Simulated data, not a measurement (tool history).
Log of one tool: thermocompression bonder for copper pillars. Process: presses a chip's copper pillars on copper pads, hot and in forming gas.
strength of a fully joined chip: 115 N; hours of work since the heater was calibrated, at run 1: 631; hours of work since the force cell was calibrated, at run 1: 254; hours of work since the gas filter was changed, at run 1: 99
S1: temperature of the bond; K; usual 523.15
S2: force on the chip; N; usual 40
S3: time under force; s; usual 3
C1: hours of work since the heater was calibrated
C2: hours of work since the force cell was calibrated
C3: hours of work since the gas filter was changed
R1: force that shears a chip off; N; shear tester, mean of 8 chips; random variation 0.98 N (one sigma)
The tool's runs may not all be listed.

run 1 hour=0 | S1=523.15 S2=40 S3=3 | C1=631 C2=254 C3=99 | R1=80.1
run 2 hour=11.4 | S1=523.15 S2=40 S3=3 | C1=640 C2=263 C3=108 | R1=80.2
run 3 hour=21.4 | S1=545.15 S2=40 S3=3 | C1=647 C2=270 C3=115 | R1=94.3
-- hour=36.7 forming gas filter changed
run 4 hour=38.9 | S1=545.15 S2=40 S3=3 | C1=660 C2=283 C3=2 | R1=103.7
run 5 hour=47.9 | S1=523.15 S2=40 S3=3 | C1=666 C2=289 C3=8 | R1=87.8
run 6 hour=54.8 | S1=523.15 S2=40 S3=3 | C1=671 C2=294 C3=13 | R1=87.3
run 7 hour=71.8 | S1=523.15 S2=40 S3=2 | C1=684 C2=307 C3=26 | R1=79.5
run 8 hour=88.1 | S1=523.15 S2=45 S3=3 | C1=696 C2=319 C3=38 | R1=89.1
run 9 hour=99.4 | S1=533.15 S2=45 S3=3 | C1=704 C2=328 C3=46 | R1=95
run 10 hour=115.4 | S1=533.15 S2=45 S3=3 | C1=716 C2=339 C3=58 | R1=91.8
run 11 hour=128.2 | S1=533.15 S2=45 S3=2 | C1=726 C2=349 C3=68 | R1=88.7
run 12 hour=141 | S1=533.15 S2=45 S3=2 | C1=735 C2=358 C3=77 | R1=87.2
run 13 hour=148.8 | S1=521.15 S2=40 S3=3 | C1=741 C2=364 C3=83 | R1=81
run 14 hour=157.7 | S1=521.15 S2=40 S3=3 | C1=748 C2=371 C3=90 | R1=81
-- hour=160.4 force cell calibrated
run 15 hour=167.7 | S1=521.15 S2=40 S3=3 | C1=754 C2=5 C3=96 | R1=80.5
run 16 hour=176.9 | S1=521.15 S2=40 S3=3 | C1=761 C2=12 C3=103 | R1=80
run 17 hour=190.5 | S1=523.15 S2=40 S3=3 | C1=771 C2=22 C3=113 | R1=81.6
-- hour=199 force cell calibrated, once more
run 18 hour=199 | S1=523.15 S2=40 S3=3 | C1=776 C2=0 C3=118 | R1=81.1
run 19 hour=207 | S1=501.15 S2=40 S3=3 | C1=782 C2=6 C3=124 | R1=62.4
-- hour=210.4 forming gas filter changed
run 20 hour=222.9 | S1=501.15 S2=40 S3=3 | C1=793 C2=17 C3=9 | R1=70.2
run 21 hour=240 | S1=523.15 S2=40 S3=3 | C1=806 C2=30 C3=22 | R1=86.9
run 22 hour=257.3 | S1=507.15 S2=39 S3=2 | C1=819 C2=43 C3=35 | R1=65.5
run 23 hour=268.9 | S1=523.15 S2=29 S3=3 | C1=828 C2=51 C3=43 | R1=76.2
run 24 hour=285.5 | S1=532.15 S2=48 S3=3 | C1=840 C2=64 C3=56 | R1=94.7
run 25 hour=296 | S1=541.15 S2=30 S3=9 | C1=848 C2=72 C3=64 | R1=103.3
run 26 hour=305.6 | S1=538.15 S2=25 S3=6 | C1=855 C2=79 C3=71 | R1=92.5
run 27 hour=322.1 | S1=513.15 S2=54 S3=2 | C1=867 C2=91 C3=83 | R1=76.7
run 28 hour=337.2 | S1=518.15 S2=49 S3=3 | C1=878 C2=102 C3=94 | R1=82.7
run 29 hour=349.3 | S1=515.15 S2=40 S3=3 | C1=887 C2=111 C3=103 | R1=76.4
run 30 hour=365.6 | S1=546.15 S2=40 S3=3 | C1=899 C2=123 C3=115 | R1=92.7
-- hour=381.6 forming gas filter changed
run 31 hour=382.7 | S1=546.15 S2=40 S3=3 | C1=911 C2=135 C3=1 | R1=104.5
run 32 hour=392.1 | S1=525.15 S2=35 S3=2 | C1=918 C2=142 C3=8 | R1=79.7
run 33 hour=406.8 | S1=525.15 S2=35 S3=2 | C1=929 C2=153 C3=19 | R1=78.3
run 34 hour=418.9 | S1=507.15 S2=35 S3=2 | C1=938 C2=162 C3=28 | R1=62.4
run 35 hour=432.3 | S1=507.15 S2=27 S3=4 | C1=948 C2=172 C3=38 | R1=67.4
run 36 hour=441.9 | S1=520.15 S2=41 S3=6 | C1=955 C2=179 C3=45 | R1=97.1
run 37 hour=457.2 | S1=527.15 S2=46 S3=3 | C1=967 C2=191 C3=56 | R1=92.9
run 38 hour=466.9 | S1=534.15 S2=46 S3=3 | C1=974 C2=198 C3=63 | R1=95.6
run 39 hour=474.8 | S1=509.15 S2=46 S3=6 | C1=980 C2=204 C3=69 | R1=91.4
run 40 hour=488.1 | S1=539.15 S2=40 S3=3 | C1=990 C2=214 C3=79 | R1=94
run 41 hour=498.3 | S1=539.15 S2=38 S3=3 | C1=997 C2=221 C3=86 | R1=92.6

Hidden state at the last listed run before each entry between runs and at the first one after, where it differs:
Between runs 3 and 4: forming gas filter changed (hour 36.7)
  true temperature of the bond over the reading, C: 5.8 -> 5.9; oxide that the forming gas leaves, % of the face: 10.21 -> 0.75
  measured less the result without the state, R1: -6.7 -> +3.3 N
Between runs 14 and 15: force cell calibrated (hour 160.4)
  true temperature of the bond over the reading, C: 6.7 -> 6.8; force that reaches the chip, % of what is set: 102 -> 103.3; oxide that the forming gas leaves, % of the face: 8.55 -> 9.16
  measured less the result without the state, R1: -1 -> -1.2 N
Between runs 17 and 18: force cell calibrated, once more (hour 199)
  force that reaches the chip, % of what is set: 103.4 -> 100.2; oxide that the forming gas leaves, % of the face: 10.64 -> 11.05
  measured less the result without the state, R1: -2.8 -> -3.9 N
Between runs 19 and 20: forming gas filter changed (hour 210.4)
  true temperature of the bond over the reading, C: 7.1 -> 7.2; force that reaches the chip, % of what is set: 100.2 -> 100.3; oxide that the forming gas leaves, % of the face: 11.55 -> 1.31
  measured less the result without the state, R1: -1.2 -> +6 N
Between runs 30 and 31: forming gas filter changed (hour 381.6)
  true temperature of the bond over the reading, C: 8.1 -> 8.2; force that reaches the chip, % of what is set: 100.8 -> 100.9; oxide that the forming gas leaves, % of the face: 10.94 -> 0.65
  measured less the result without the state, R1: -6.7 -> +4.1 N
